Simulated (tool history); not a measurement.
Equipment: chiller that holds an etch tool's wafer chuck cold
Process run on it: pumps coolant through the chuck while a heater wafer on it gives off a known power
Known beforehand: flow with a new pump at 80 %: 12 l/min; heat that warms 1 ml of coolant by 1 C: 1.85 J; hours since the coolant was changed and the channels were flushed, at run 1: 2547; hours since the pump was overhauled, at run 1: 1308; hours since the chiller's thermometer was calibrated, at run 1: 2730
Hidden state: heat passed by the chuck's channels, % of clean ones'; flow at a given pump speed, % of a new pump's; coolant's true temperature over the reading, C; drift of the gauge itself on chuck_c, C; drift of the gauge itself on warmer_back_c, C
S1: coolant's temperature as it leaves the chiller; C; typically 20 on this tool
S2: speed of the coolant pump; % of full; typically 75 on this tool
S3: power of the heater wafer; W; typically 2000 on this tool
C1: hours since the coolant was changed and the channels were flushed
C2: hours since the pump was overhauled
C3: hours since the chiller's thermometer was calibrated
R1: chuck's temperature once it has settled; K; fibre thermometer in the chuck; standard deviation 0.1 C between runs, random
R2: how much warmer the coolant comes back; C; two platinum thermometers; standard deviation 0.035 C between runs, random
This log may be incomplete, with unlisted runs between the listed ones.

{"run": 1, "day": 0.0, "S1": 20, "S2": 75, "S3": 2000, "C1": 2547, "C2": 1308, "C3": 2730, "R1": 310.95, "R2": 6.02}
{"run": 2, "day": 0.971, "S1": 20, "S2": 75, "S3": 2000, "C1": 2570, "C2": 1332, "C3": 2753, "R1": 311.05, "R2": 5.93}
{"run": 3, "day": 1.575, "S1": 20, "S2": 75, "S3": 2000, "C1": 2584, "C2": 1346, "C3": 2768, "R1": 311.05, "R2": 5.97}
{"run": 4, "day": 2.8, "S1": 20, "S2": 75, "S3": 1680, "C1": 2614, "C2": 1376, "C3": 2797, "R1": 308.15, "R2": 4.99}
{"run": 5, "day": 3.9, "S1": 20, "S2": 75, "S3": 2000, "C1": 2640, "C2": 1402, "C3": 2824, "R1": 311.25, "R2": 6.08}
{"run": 6, "day": 5.138, "S1": 20, "S2": 60, "S3": 2000, "C1": 2670, "C2": 1432, "C3": 2853, "R1": 314.45, "R2": 7.77}
{"run": 7, "day": 6.521, "S1": 17, "S2": 75, "S3": 2000, "C1": 2703, "C2": 1465, "C3": 2887, "R1": 308.15, "R2": 6.02}
{"run": 8, "day": 7.404, "S1": 20, "S2": 75, "S3": 2000, "C1": 2724, "C2": 1486, "C3": 2908, "R1": 311.25, "R2": 6.1}
{"run": 9, "day": 8.108, "S1": 20, "S2": 72, "S3": 2000, "C1": 2741, "C2": 1503, "C3": 2925, "R1": 311.65, "R2": 6.3}
{"run": 10, "day": 8.688, "S1": 20, "S2": 75, "S3": 1386, "C1": 2755, "C2": 1517, "C3": 2939, "R1": 305.65, "R2": 4.17}
{"run": 11, "day": 9.412, "S1": 20, "S2": 75, "S3": 1386, "C1": 2773, "C2": 1534, "C3": 2956, "R1": 305.55, "R2": 4.21}
{"run": 12, "day": 10.808, "S1": 20, "S2": 64, "S3": 1386, "C1": 2806, "C2": 1568, "C3": 2990, "R1": 307.15, "R2": 4.97}
{"run": 13, "day": 11.733, "S1": 20, "S2": 64, "S3": 1386, "C1": 2828, "C2": 1590, "C3": 3012, "R1": 307.05, "R2": 4.95}
{"run": 14, "day": 12.608, "S1": 20, "S2": 64, "S3": 1386, "C1": 2849, "C2": 1611, "C3": 3033, "R1": 307.15, "R2": 5}
{"run": 15, "day": 13.288, "S1": 29, "S2": 88, "S3": 2629, "C1": 2866, "C2": 1627, "C3": 3049, "R1": 323.05, "R2": 6.65}
{"run": 16, "day": 14.562, "S1": 16, "S2": 62, "S3": 2000, "C1": 2896, "C2": 1658, "C3": 3080, "R1": 310.05, "R2": 7.45}
{"run": 17, "day": 15.2, "S1": 16, "S2": 62, "S3": 2000, "C1": 2911, "C2": 1673, "C3": 3095, "R1": 309.85, "R2": 7.48}
{"run": 18, "day": 15.996, "S1": 11, "S2": 75, "S3": 2000, "C1": 2931, "C2": 1692, "C3": 3114, "R1": 302.25, "R2": 6.07}
{"run": 19, "day": 17.138, "S1": 11, "S2": 75, "S3": 2000, "C1": 2958, "C2": 1720, "C3": 3141, "R1": 302.25, "R2": 6.07}
{"run": 20, "day": 18.175, "S1": 20, "S2": 87, "S3": 2000, "C1": 2983, "C2": 1744, "C3": 3166, "R1": 309.35, "R2": 5.19}
{"run": 21, "day": 18.858, "S1": 11, "S2": 63, "S3": 2000, "C1": 2999, "C2": 1761, "C3": 3183, "R1": 304.85, "R2": 7.35}
{"run": 22, "day": 19.608, "S1": 10, "S2": 99, "S3": 2000, "C1": 3017, "C2": 1779, "C3": 3201, "R1": 298.05, "R2": 4.47}
{"run": 23, "day": 20.221, "S1": 12, "S2": 76, "S3": 2368, "C1": 3032, "C2": 1794, "C3": 3215, "R1": 306.45, "R2": 7.03}
{"run": 24, "day": 21.588, "S1": 17, "S2": 78, "S3": 1378, "C1": 3065, "C2": 1826, "C3": 3248, "R1": 302.35, "R2": 4.02}
{"run": 25, "day": 22.408, "S1": 17, "S2": 78, "S3": 1378, "C1": 3084, "C2": 1846, "C3": 3268, "R1": 302.05, "R2": 4.01}
{"run": 26, "day": 23.3, "S1": 20, "S2": 76, "S3": 1132, "C1": 3106, "C2": 1868, "C3": 3289, "R1": 303.55, "R2": 3.35}

Each row is a separate what-if for the run after 26, all from the same tool condition, not one after another. Results?
{"run": "A", "day": 23.946, "S1": 11, "S2": 89, "S3": 1947, "C1": 3121, "C2": 1883, "C3": 3305, "R1": "?", "R2": "?"}
{"run": "B", "day": 23.946, "S1": 20, "S2": 67, "S3": 2572, "C1": 3121, "C2": 1883, "C3": 3305, "R1": "?", "R2": "?"}
{"run": "C", "day": 23.946, "S1": 16, "S2": 75, "S3": 2000, "C1": 3121, "C2": 1883, "C3": 3305, "R1": "?", "R2": "?"}

run=A R1=299.85 R2=4.86
run=B R1=318.65 R2=8.85
run=C R1=307.55 R2=6.06
With no hidden state in the tool, these same runs would have given:
run=A R1=298.65 R2=4.66
run=B R1=316.75 R2=8.48
run=C R1=306.15 R2=5.8
